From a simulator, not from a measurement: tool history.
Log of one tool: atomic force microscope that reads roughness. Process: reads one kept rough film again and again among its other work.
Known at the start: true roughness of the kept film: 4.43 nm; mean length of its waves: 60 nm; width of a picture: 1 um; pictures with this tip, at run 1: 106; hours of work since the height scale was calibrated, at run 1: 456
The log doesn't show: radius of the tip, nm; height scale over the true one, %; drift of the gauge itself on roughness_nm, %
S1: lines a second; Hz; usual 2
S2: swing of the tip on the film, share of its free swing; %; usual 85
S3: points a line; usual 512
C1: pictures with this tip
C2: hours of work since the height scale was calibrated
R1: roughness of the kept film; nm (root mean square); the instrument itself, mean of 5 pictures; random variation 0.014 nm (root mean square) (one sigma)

Run 1, hour 0: usual settings; C1 106; C2 456. Result: R1 3.312 nm (root mean square).
At hour 4: new tip fitted.
Run 2, hour 20.4: usual settings but S3 997; C1 22; C2 469. Result: R1 3.34 nm (root mean square).
Run 3, hour 45.7: usual settings; C1 57; C2 485. Result: R1 3.354 nm (root mean square).
Run 4, hour 67.8: usual settings; C1 88; C2 499. Result: R1 3.297 nm (root mean square).
At hour 83.8: new tip fitted.
Run 5, hour 90.5: usual settings but S1 1.86 Hz; C1 9; C2 513. Result: R1 3.421 nm (root mean square).
Run 6, hour 117.5: usual settings; C1 47; C2 531. Result: R1 3.353 nm (root mean square).
Run 7, hour 145.8: usual settings; C1 86; C2 549. Result: R1 3.286 nm (root mean square).
At hour 163.3: new tip fitted.
Run 8, hour 177.1: usual settings; C1 19; C2 568. Result: R1 3.368 nm (root mean square).
Run 9, hour 189.8: usual settings; C1 36; C2 577. Result: R1 3.331 nm (root mean square).
Run 10, hour 205.5: usual settings but S2 74 %; C1 58; C2 587. Result: R1 3.632 nm (root mean square).
Run 11, hour 229.3: usual settings but S2 74 %; C1 91; C2 602. Result: R1 3.628 nm (root mean square).
At hour 244: new tip fitted.
Run 12, hour 255.3: usual settings but S2 74 %; C1 16; C2 618. Result: R1 3.662 nm (root mean square).
Run 13, hour 278.6: usual settings but S2 74 %; C1 48; C2 633. Result: R1 3.649 nm (root mean square).
Run 14, hour 300: usual settings but S1 1.37 Hz, S3 258; C1 78; C2 647. Result: R1 3.51 nm (root mean square).
Run 15, hour 319.7: usual settings but S1 1.37 Hz, S3 258; C1 105; C2 659. Result: R1 3.522 nm (root mean square).
At hour 325.2: new tip fitted.
Run 16, hour 340.3: usual settings but S1 1.31 Hz, S3 777; C1 21; C2 672. Result: R1 3.613 nm (root mean square).
Run 17, hour 355.2: usual settings but S1 2.14 Hz, S2 67 %, S3 777; C1 42; C2 682. Result: R1 3.823 nm (root mean square).
Run 18, hour 378.8: usual settings but S1 1.26 Hz, S2 59 %, S3 473; C1 74; C2 697. Result: R1 4.05 nm (root mean square).
Run 19, hour 391.8: usual settings but S1 1.26 Hz, S2 59 %, S3 473; C1 92; C2 705. Result: R1 4.028 nm (root mean square).
At hour 404.5: new tip fitted.
Run 20, hour 416.2: usual settings but S1 0.98 Hz, S2 59 %, S3 382; C1 16; C2 720. Result: R1 4.112 nm (root mean square).
Run 21, hour 445.8: usual settings but S1 1.75 Hz, S2 76 %, S3 515; C1 57; C2 739. Result: R1 3.694 nm (root mean square).
Run 22, hour 476.3: usual settings but S1 1.84 Hz, S2 86 %, S3 623; C1 99; C2 759. Result: R1 3.298 nm (root mean square).
At hour 484.6: new tip fitted.
Run 23, hour 493.2: usual settings but S1 0.92 Hz, S3 689; C1 12; C2 769. Result: R1 3.789 nm (root mean square).
Run 24, hour 518.4: usual settings but S1 0.92 Hz, S3 689; C1 47; C2 785. Result: R1 3.767 nm (root mean square).

Forecast each of these 3 alternatives for the next run:
Run A, hour 533.9: usual settings but S2 69 %, S3 412; C1 68; C2 795. Result: R1 ?.
Run B, hour 533.9: usual settings but S2 72 %; C1 68; C2 795. Result: R1 ?.
Run C, hour 533.9: usual settings but S1 3.34 Hz; C1 68; C2 795. Result: R1 ?.

run     R1
  A  3.783
  B  3.686
  C  2.899
Without the tool's hidden state the same runs would have given:
run     R1
  A  3.874
  B  3.775
  C  2.968

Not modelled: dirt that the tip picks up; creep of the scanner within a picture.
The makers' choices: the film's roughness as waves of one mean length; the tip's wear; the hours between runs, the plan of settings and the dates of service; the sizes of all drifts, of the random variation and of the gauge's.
